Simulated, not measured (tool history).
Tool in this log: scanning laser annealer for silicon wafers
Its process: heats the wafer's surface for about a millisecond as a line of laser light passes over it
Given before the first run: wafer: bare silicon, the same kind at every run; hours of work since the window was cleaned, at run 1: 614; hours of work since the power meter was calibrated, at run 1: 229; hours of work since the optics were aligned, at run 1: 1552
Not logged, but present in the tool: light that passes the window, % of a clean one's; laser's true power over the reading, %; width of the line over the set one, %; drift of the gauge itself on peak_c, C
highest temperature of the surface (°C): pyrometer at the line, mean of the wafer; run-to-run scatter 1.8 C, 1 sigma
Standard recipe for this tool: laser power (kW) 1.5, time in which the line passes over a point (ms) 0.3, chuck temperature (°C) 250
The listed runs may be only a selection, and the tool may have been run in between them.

run,day,laser power (kW),time in which the line passes over a point (ms),chuck temperature (°C),hours of work since the window was cleaned,hours of work since the power meter was calibrated,hours of work since the optics were aligned,highest temperature of the surface (°C)
1,0,1.5,0.3,250,614,229,1552,917
2,0.908,1.5,0.3,250,623,238,1561,914
3,1.471,1.5,0.3,250,628,244,1566,915
4,2.458,1.5,0.3,250,638,254,1576,915
5,2.979,1.5,0.3,225,643,259,1581,890
6,3.575,1.5,0.3,250,649,265,1587,914
7,4.596,1.367,0.3,250,659,275,1597,861
8,5.158,1.367,0.3,250,664,280,1603,862
9,5.783,1.367,0.3,250,671,286,1609,864
10,6.883,1.5,0.3,228,681,297,1619,891
11,7.483,1.5,0.3,228,687,303,1625,891
12,8.208,1.5,0.212,250,695,310,1633,820
13,9.083,1.5,0.3,280,703,319,1641,943
14,9.533,1.5,0.3,280,708,323,1646,939
15,10.358,1.5,0.3,250,716,331,1654,914
16,11.021,1.5,0.3,250,722,338,1660,910
17,11.883,1.5,0.3,250,731,346,1669,913
18,12.896,1.5,0.3,254,741,356,1679,914
19,13.912,1.5,0.3,254,751,366,1689,914
20,14.962,1.5,0.3,254,761,377,1699,915
21,15.671,1.5,0.3,254,768,384,1706,912
22,16.333,1.5,0.3,215,774,390,1713,875
23,17.058,1.5,0.3,215,782,397,1720,875
24,17.683,1.469,0.352,246,788,403,1726,937
25,18.533,1.469,0.352,246,796,412,1734,938
26,19.125,1.358,0.313,269,802,418,1740,879
27,20.075,1.378,0.264,270,811,427,1749,844
28,20.942,1.378,0.264,270,820,436,1758,844
29,21.425,1.526,0.213,264,825,440,1763,838
30,21.925,1.526,0.374,262,829,445,1768,994
31,22.679,1.603,0.344,276,837,453,1775,1020
# day 22.942: window over the wafer cleaned
32,23.746,1.603,0.344,276,8,462,1785,1060
33,24.533,1.613,0.294,251,16,470,1792,982
34,25.3,1.5,0.21,290,23,478,1800,883
35,25.75,1.481,0.263,232,28,482,1804,876
36,26.738,1.481,0.295,247,37,492,1814,924
37,27.688,1.5,0.32,235,47,501,1823,943
38,28.617,1.635,0.372,266,56,510,1833,1087
39,29.638,1.465,0.3,289,66,520,1843,961
40,30.571,1.547,0.245,236,75,530,1852,887
41,31.512,1.547,0.245,236,84,539,1861,884

Each row is a separate what-if for the run after 41, all from the same tool condition, not one after another. Results?
A,32.517,1.454,0.253,249,94,549,1871,?
B,32.517,1.547,0.245,264,94,549,1871,?
C,32.517,1.443,0.3,255,94,549,1871,?

run,highest temperature of the surface (°C)
A,870
B,910
C,920
Take away the tool's hidden state, keep each run's random variation, and the runs would have read:
run,highest temperature of the surface (°C)
A,886
B,927
C,937
